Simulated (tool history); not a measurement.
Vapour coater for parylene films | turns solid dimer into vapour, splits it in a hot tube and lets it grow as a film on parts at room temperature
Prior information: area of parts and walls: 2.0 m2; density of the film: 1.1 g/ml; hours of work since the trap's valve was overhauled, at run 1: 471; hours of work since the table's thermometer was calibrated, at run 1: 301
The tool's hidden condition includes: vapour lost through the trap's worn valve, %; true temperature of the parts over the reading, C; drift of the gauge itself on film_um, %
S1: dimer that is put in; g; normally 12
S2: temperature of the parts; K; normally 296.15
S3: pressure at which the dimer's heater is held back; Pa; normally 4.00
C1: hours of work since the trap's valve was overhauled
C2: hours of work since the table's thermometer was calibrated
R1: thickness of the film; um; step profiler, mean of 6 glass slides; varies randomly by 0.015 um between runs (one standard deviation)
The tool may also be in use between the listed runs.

run 1 day=0.000 | S1=12 S2=296.15 S3=4.00 | C1=471 C2=301 | R1=4.22
run 2 day=0.688 | S1=12 S2=296.15 S3=4.00 | C1=480 C2=310 | R1=4.20
run 3 day=1.154 | S1=12 S2=307.15 S3=4.00 | C1=486 C2=316 | R1=3.17
run 4 day=1.738 | S1=12 S2=307.15 S3=4.00 | C1=494 C2=324 | R1=3.16
run 5 day=2.312 | S1=12 S2=307.15 S3=4.00 | C1=501 C2=331 | R1=3.17
run 6 day=2.721 | S1=12 S2=296.15 S3=11.53 | C1=506 C2=337 | R1=3.85
run 7 day=3.525 | S1=12 S2=296.15 S3=11.53 | C1=517 C2=347 | R1=3.87
run 8 day=4.300 | S1=12 S2=293.15 S3=4.00 | C1=527 C2=357 | R1=4.56
run 9 day=5.133 | S1=12 S2=296.15 S3=4.00 | C1=538 C2=368 | R1=4.20
run 10 day=6.071 | S1=12 S2=291.15 S3=4.00 | C1=550 C2=380 | R1=4.80
run 11 day=6.792 | S1=18 S2=296.15 S3=4.00 | C1=559 C2=390 | R1=6.27
run 12 day=7.429 | S1=18 S2=299.15 S3=3.75 | C1=567 C2=398 | R1=5.85
run 13 day=7.925 | S1=18 S2=300.15 S3=9.88 | C1=574 C2=404 | R1=5.26
-- day=8.033 table's thermometer calibrated
run 14 day=8.525 | S1=12 S2=292.15 S3=7.34 | C1=581 C2=6 | R1=4.44
-- day=9.250 trap's valve overhauled
run 15 day=9.571 | S1=8 S2=292.15 S3=3.41 | C1=4 C2=18 | R1=3.33
run 16 day=10.454 | S1=19 S2=296.15 S3=8.60 | C1=16 C2=29 | R1=6.53
-- day=10.779 table's thermometer calibrated, once more
run 17 day=10.908 | S1=19 S2=296.15 S3=2.87 | C1=21 C2=2 | R1=7.08
run 18 day=11.796 | S1=19 S2=296.15 S3=2.87 | C1=33 C2=13 | R1=7.12
run 19 day=12.696 | S1=19 S2=296.15 S3=2.87 | C1=44 C2=25 | R1=7.05
run 20 day=13.383 | S1=19 S2=296.15 S3=2.87 | C1=53 C2=34 | R1=7.10
run 21 day=13.946 | S1=19 S2=296.15 S3=2.87 | C1=60 C2=41 | R1=7.07
run 22 day=14.621 | S1=13 S2=296.15 S3=4.00 | C1=69 C2=50 | R1=4.71

Forecast each of these 3 alternatives for the next run:
run A day=15.446 | S1=15 S2=296.15 S3=2.26 | C1=80 C2=61 | R1=?
run B day=15.446 | S1=13 S2=300.15 S3=3.11 | C1=80 C2=61 | R1=?
run C day=15.446 | S1=5 S2=296.15 S3=8.55 | C1=80 C2=61 | R1=?

run=A R1=5.68
run=B R1=4.34
run=C R1=1.69
Had the tool no hidden state, the same runs would have come out as:
run=A R1=5.74
run=B R1=4.38
run=C R1=1.71
